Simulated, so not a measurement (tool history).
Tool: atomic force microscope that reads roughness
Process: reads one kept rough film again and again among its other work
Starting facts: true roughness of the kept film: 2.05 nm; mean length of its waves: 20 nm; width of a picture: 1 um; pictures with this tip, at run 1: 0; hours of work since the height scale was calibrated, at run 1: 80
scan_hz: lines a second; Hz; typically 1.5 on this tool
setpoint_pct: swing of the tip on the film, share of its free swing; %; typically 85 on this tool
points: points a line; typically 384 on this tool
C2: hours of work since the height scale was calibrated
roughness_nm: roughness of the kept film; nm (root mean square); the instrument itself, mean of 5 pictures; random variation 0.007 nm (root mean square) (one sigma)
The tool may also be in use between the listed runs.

{"run": 1, "hour": 0.0, "scan_hz": 1.5, "setpoint_pct": 85, "points": 384, "pictures with this tip": 0, "C2": 80, "roughness_nm": 1.437}
{"run": 2, "hour": 11.6, "scan_hz": 1.5, "setpoint_pct": 85, "points": 384, "pictures with this tip": 18, "C2": 86, "roughness_nm": 1.367}
{"run": 3, "hour": 23.7, "scan_hz": 1.5, "setpoint_pct": 64, "points": 384, "pictures with this tip": 37, "C2": 92, "roughness_nm": 1.445}
{"run": 4, "hour": 33.6, "scan_hz": 2.24, "setpoint_pct": 64, "points": 384, "pictures with this tip": 52, "C2": 97, "roughness_nm": 1.356}
{"run": 5, "hour": 39.8, "scan_hz": 2.24, "setpoint_pct": 64, "points": 384, "pictures with this tip": 62, "C2": 100, "roughness_nm": 1.337}
{"run": 6, "hour": 50.5, "scan_hz": 2.24, "setpoint_pct": 64, "points": 384, "pictures with this tip": 79, "C2": 105, "roughness_nm": 1.28}
{"run": 7, "hour": 57.9, "scan_hz": 1.5, "setpoint_pct": 85, "points": 384, "pictures with this tip": 90, "C2": 109, "roughness_nm": 1.157}
{"run": 8, "hour": 64.3, "scan_hz": 1.5, "setpoint_pct": 85, "points": 384, "pictures with this tip": 100, "C2": 112, "roughness_nm": 1.134}
{"run": 9, "hour": 72.7, "scan_hz": 1.5, "setpoint_pct": 85, "points": 384, "pictures with this tip": 113, "C2": 117, "roughness_nm": 1.102}
{"run": 10, "hour": 78.2, "scan_hz": 0.58, "setpoint_pct": 85, "points": 384, "pictures with this tip": 122, "C2": 119, "roughness_nm": 1.197}
{"hour": 79.4, "done": "new tip fitted"}
{"run": 11, "hour": 90.0, "scan_hz": 0.58, "setpoint_pct": 85, "points": 384, "pictures with this tip": 17, "C2": 125, "roughness_nm": 1.507}
{"run": 12, "hour": 97.2, "scan_hz": 0.58, "setpoint_pct": 85, "points": 384, "pictures with this tip": 28, "C2": 129, "roughness_nm": 1.475}
{"run": 13, "hour": 105.3, "scan_hz": 0.58, "setpoint_pct": 85, "points": 384, "pictures with this tip": 40, "C2": 133, "roughness_nm": 1.425}
{"run": 14, "hour": 117.4, "scan_hz": 0.58, "setpoint_pct": 85, "points": 384, "pictures with this tip": 59, "C2": 139, "roughness_nm": 1.368}
{"run": 15, "hour": 129.2, "scan_hz": 1.17, "setpoint_pct": 85, "points": 384, "pictures with this tip": 78, "C2": 145, "roughness_nm": 1.236}
{"run": 16, "hour": 137.8, "scan_hz": 1.35, "setpoint_pct": 58, "points": 384, "pictures with this tip": 91, "C2": 149, "roughness_nm": 1.319}
{"run": 17, "hour": 149.2, "scan_hz": 1.35, "setpoint_pct": 58, "points": 384, "pictures with this tip": 109, "C2": 155, "roughness_nm": 1.277}
{"run": 18, "hour": 155.1, "scan_hz": 2.56, "setpoint_pct": 87, "points": 471, "pictures with this tip": 118, "C2": 158, "roughness_nm": 0.989}
{"hour": 158.7, "done": "new tip fitted"}
{"run": 19, "hour": 163.8, "scan_hz": 2.56, "setpoint_pct": 85, "points": 446, "pictures with this tip": 8, "C2": 162, "roughness_nm": 1.265}
{"run": 20, "hour": 173.0, "scan_hz": 0.73, "setpoint_pct": 57, "points": 656, "pictures with this tip": 22, "C2": 167, "roughness_nm": 1.56}
{"run": 21, "hour": 180.4, "scan_hz": 1.45, "setpoint_pct": 73, "points": 656, "pictures with this tip": 34, "C2": 170, "roughness_nm": 1.426}
{"run": 22, "hour": 187.9, "scan_hz": 1.45, "setpoint_pct": 75, "points": 304, "pictures with this tip": 45, "C2": 174, "roughness_nm": 1.339}
{"run": 23, "hour": 201.1, "scan_hz": 0.87, "setpoint_pct": 65, "points": 529, "pictures with this tip": 66, "C2": 181, "roughness_nm": 1.387}

What differs in the tool's unlogged condition from the final listed run ahead of each entry between runs to the first listed run following it?
Runs 10 to 11: new tip fitted (hour 79.4)
  radius of the tip, nm: 28.7 -> 12.9; height scale over the true one, %: 0.27 -> 0.28
  measured value less the no-hidden-state value, roughness_nm: -0.373 -> -0.07 nm (root mean square)
Runs 18 to 19: new tip fitted (hour 158.7)
  radius of the tip, nm: 27.7 -> 11.9; height scale over the true one, %: 0.34 -> 0.35
  measured value less the no-hidden-state value, roughness_nm: -0.29 -> -0.035 nm (root mean square)
